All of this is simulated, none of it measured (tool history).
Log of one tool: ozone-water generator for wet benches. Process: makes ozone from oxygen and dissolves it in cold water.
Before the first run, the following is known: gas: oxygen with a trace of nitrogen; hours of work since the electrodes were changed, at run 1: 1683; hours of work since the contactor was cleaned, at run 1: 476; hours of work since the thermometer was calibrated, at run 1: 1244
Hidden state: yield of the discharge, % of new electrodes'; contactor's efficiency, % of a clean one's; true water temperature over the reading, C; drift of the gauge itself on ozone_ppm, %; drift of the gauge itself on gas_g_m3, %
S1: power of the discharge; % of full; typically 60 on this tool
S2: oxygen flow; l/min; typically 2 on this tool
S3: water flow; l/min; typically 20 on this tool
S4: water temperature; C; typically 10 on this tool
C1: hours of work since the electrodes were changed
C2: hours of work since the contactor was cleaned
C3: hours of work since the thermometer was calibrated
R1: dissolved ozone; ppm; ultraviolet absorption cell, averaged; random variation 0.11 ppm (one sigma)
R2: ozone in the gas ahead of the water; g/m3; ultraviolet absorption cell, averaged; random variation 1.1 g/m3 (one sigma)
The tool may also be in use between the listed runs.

run 1 hour=0 | S1=60 S2=2 S3=20 S4=10 | C1=1683 C2=476 C3=1244 | R1=8.8 R2=192.6
run 2 hour=142.1 | S1=60 S2=2 S3=20 S4=10 | C1=1770 C2=563 C3=1331 | R1=9.1 R2=193.3
run 3 hour=251.4 | S1=60 S2=2 S3=20 S4=10 | C1=1837 C2=629 C3=1397 | R1=9.1 R2=190.3
run 4 hour=375.2 | S1=60 S2=2 S3=20 S4=10 | C1=1912 C2=705 C3=1473 | R1=9.1 R2=191.2
run 5 hour=485.8 | S1=58 S2=2 S3=20 S4=10 | C1=1980 C2=773 C3=1541 | R1=9.1 R2=183.7
run 6 hour=662.6 | S1=58 S2=2 S3=20 S4=10 | C1=2088 C2=881 C3=1649 | R1=8.7 R2=186.6
run 7 hour=774.9 | S1=60 S2=2 S3=20 S4=10 | C1=2157 C2=950 C3=1718 | R1=9.2 R2=189.7
run 8 hour=931.5 | S1=60 S2=2 S3=20 S4=10 | C1=2253 C2=1046 C3=1814 | R1=9.1 R2=188.4
run 9 hour=1029.6 | S1=60 S2=3.35 S3=20 S4=10 | C1=2313 C2=1106 C3=1874 | R1=9.6 R2=135.8
run 10 hour=1137.5 | S1=60 S2=3.35 S3=20 S4=10 | C1=2379 C2=1172 C3=1940 | R1=9.6 R2=136
run 11 hour=1235 | S1=60 S2=3.35 S3=20 S4=10 | C1=2438 C2=1231 C3=1999 | R1=9.7 R2=137.3
run 12 hour=1380.6 | S1=60 S2=3.35 S3=20 S4=10 | C1=2528 C2=1320 C3=2088 | R1=9.5 R2=136.2
run 13 hour=1520.9 | S1=60 S2=2 S3=20 S4=10 | C1=2613 C2=1406 C3=2174 | R1=9.2 R2=189.5
run 14 hour=1671.3 | S1=60 S2=2 S3=20 S4=9 | C1=2705 C2=1498 C3=2266 | R1=9.1 R2=188.3
run 15 hour=1780.3 | S1=60 S2=2 S3=20 S4=9 | C1=2772 C2=1565 C3=2333 | R1=9.1 R2=188.4
run 16 hour=1933.8 | S1=60 S2=2 S3=20 S4=9 | C1=2866 C2=1659 C3=2427 | R1=9.2 R2=190.9
run 17 hour=2093.9 | S1=60 S2=2 S3=20 S4=9 | C1=2964 C2=1757 C3=2525 | R1=9.2 R2=188.7
run 18 hour=2223.3 | S1=73 S2=3.51 S3=20 S4=5 | C1=3043 C2=1836 C3=2604 | R1=11.4 R2=148.3
run 19 hour=2368.9 | S1=43 S2=2 S3=14 S4=10 | C1=3132 C2=1925 C3=2693 | R1=11.1 R2=153.3
run 20 hour=2543.5 | S1=59 S2=2 S3=14 S4=9 | C1=3239 C2=2032 C3=2800 | R1=13.9 R2=185.4
run 21 hour=2636.4 | S1=59 S2=2 S3=14 S4=9 | C1=3296 C2=2089 C3=2857 | R1=13.6 R2=185.1
run 22 hour=2793.1 | S1=59 S2=1.18 S3=27 S4=6 | C1=3392 C2=2185 C3=2953 | R1=5.5 R2=260.3
run 23 hour=2991 | S1=59 S2=1.18 S3=27 S4=6 | C1=3513 C2=2306 C3=3074 | R1=5.6 R2=261.7
run 24 hour=3192.9 | S1=60 S2=3.33 S3=18 S4=16 | C1=3636 C2=2429 C3=3197 | R1=10.3 R2=134.9
run 25 hour=3319.2 | S1=60 S2=1.21 S3=20 S4=10 | C1=3714 C2=2507 C3=3275 | R1=8.2 R2=256.6
run 26 hour=3461.5 | S1=87 S2=2.42 S3=20 S4=10 | C1=3801 C2=2594 C3=3362 | R1=11.8 R2=205.7
run 27 hour=3586.1 | S1=87 S2=2.42 S3=20 S4=10 | C1=3877 C2=2670 C3=3438 | R1=11.8 R2=205.1
run 28 hour=3708.6 | S1=42 S2=2 S3=20 S4=6 | C1=3952 C2=2745 C3=3513 | R1=7.6 R2=150
-- hour=3750.4 gauge calibrated
run 29 hour=3857.6 | S1=42 S2=2 S3=20 S4=6 | C1=4043 C2=2836 C3=3604 | R1=7.5 R2=154.4
run 30 hour=4062.7 | S1=46 S2=2.32 S3=20 S4=6 | C1=4169 C2=2961 C3=3729 | R1=8.2 R2=148.4
-- hour=4118.2 water thermometer calibrated
run 31 hour=4158.3 | S1=60 S2=2 S3=20 S4=6 | C1=4227 C2=3020 C3=25 | R1=9.5 R2=190
run 32 hour=4325.8 | S1=60 S2=2 S3=20 S4=6 | C1=4329 C2=3122 C3=127 | R1=9.5 R2=190.1
run 33 hour=4524.2 | S1=60 S2=1.44 S3=20 S4=10 | C1=4451 C2=3244 C3=248 | R1=8.4 R2=236.1
run 34 hour=4633.5 | S1=60 S2=1.44 S3=20 S4=10 | C1=4518 C2=3310 C3=315 | R1=8.7 R2=234.5

What if the next run were any one of these 3? Each begins from the tool's condition after run 34:
run A hour=4726.8 | S1=44 S2=1.03 S3=16 S4=10 | C1=4575 C2=3368 C3=372 | R1=? R2=?
run B hour=4726.8 | S1=60 S2=2.07 S3=20 S4=9 | C1=4575 C2=3368 C3=372 | R1=? R2=?
run C hour=4726.8 | S1=60 S2=2 S3=20 S4=16 | C1=4575 C2=3368 C3=372 | R1=? R2=?

run=A R1=8.8 R2=241.5
run=B R1=9.2 R2=184.2
run=C R1=8.8 R2=190.4
What these runs would have given with no unlogged condition in the tool:
run=A R1=8.8 R2=243.6
run=B R1=9.3 R2=185.9
run=C R1=8.8 R2=192.1
